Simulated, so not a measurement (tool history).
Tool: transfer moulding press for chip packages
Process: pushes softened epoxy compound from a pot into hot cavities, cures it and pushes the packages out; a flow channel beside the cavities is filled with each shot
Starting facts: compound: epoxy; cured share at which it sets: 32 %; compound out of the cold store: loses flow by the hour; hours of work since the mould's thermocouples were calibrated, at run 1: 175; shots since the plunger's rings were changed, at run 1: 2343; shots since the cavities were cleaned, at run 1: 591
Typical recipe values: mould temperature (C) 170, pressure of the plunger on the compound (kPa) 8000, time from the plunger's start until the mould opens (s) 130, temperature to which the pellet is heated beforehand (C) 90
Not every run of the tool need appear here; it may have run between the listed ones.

run	hour	mould temperature (C)	pressure of the plunger on the compound (kPa)	time from the plunger's start until the mould opens (s)	temperature to which the pellet is heated beforehand (C)	hours of work since the mould's thermocouples were calibrated	shots since the plunger's rings were changed	shots since the cavities were cleaned	incoming compound's hours out of the cold store	length that the compound runs in the flow channel (mm)	greatest force on the pins that push the packages out (N)
1	0.0	170	8000	130	90	175	2343	591	26.8	666	327
2	18.1	170	8000	130	90	183	2468	716	28.5	651	331
# hour 22.5: cavities cleaned with cleaning compound and waxed
3	36.4	170	8000	130	90	191	2584	96	16.3	716	213
4	52.6	170	8000	130	85	198	2697	209	38.4	595	237
5	62.1	167	8000	130	85	202	2762	274	26.2	661	271
6	70.8	167	8000	138	85	206	2822	334	39.9	611	276
7	79.3	167	8000	124	85	210	2881	393	45.1	582	283
8	89.2	170	8000	130	90	215	2950	462	36.2	620	294
9	105.5	170	8000	130	90	222	3063	575	15.5	690	310
10	117.2	170	8000	130	90	227	3143	655	9.0	730	327
# hour 130.7: cavities cleaned with cleaning compound and waxed
11	132.3	170	8000	130	90	234	3237	10	43.8	573	184
12	142.2	175	8990	128	85	238	3306	79	23.4	688	197
13	159.1	175	9040	128	85	246	3423	196	33.4	634	225
14	168.4	175	9040	128	85	250	3487	260	9.3	768	247
15	184.9	173	6750	130	90	257	3601	374	22.0	608	267
16	193.1	174	7530	130	81	261	3658	431	37.4	572	268

Forecast run 17:
17	208.5	174	7530	130	81	268	3765	538	10.5	?	?

Run 17 gave length that the compound runs in the flow channel (mm) 681, greatest force on the pins that push the packages out (N) 288.
With no hidden state in the tool, this same run would have given length that the compound runs in the flow channel (mm) 727, greatest force on the pins that push the packages out (N) 175.

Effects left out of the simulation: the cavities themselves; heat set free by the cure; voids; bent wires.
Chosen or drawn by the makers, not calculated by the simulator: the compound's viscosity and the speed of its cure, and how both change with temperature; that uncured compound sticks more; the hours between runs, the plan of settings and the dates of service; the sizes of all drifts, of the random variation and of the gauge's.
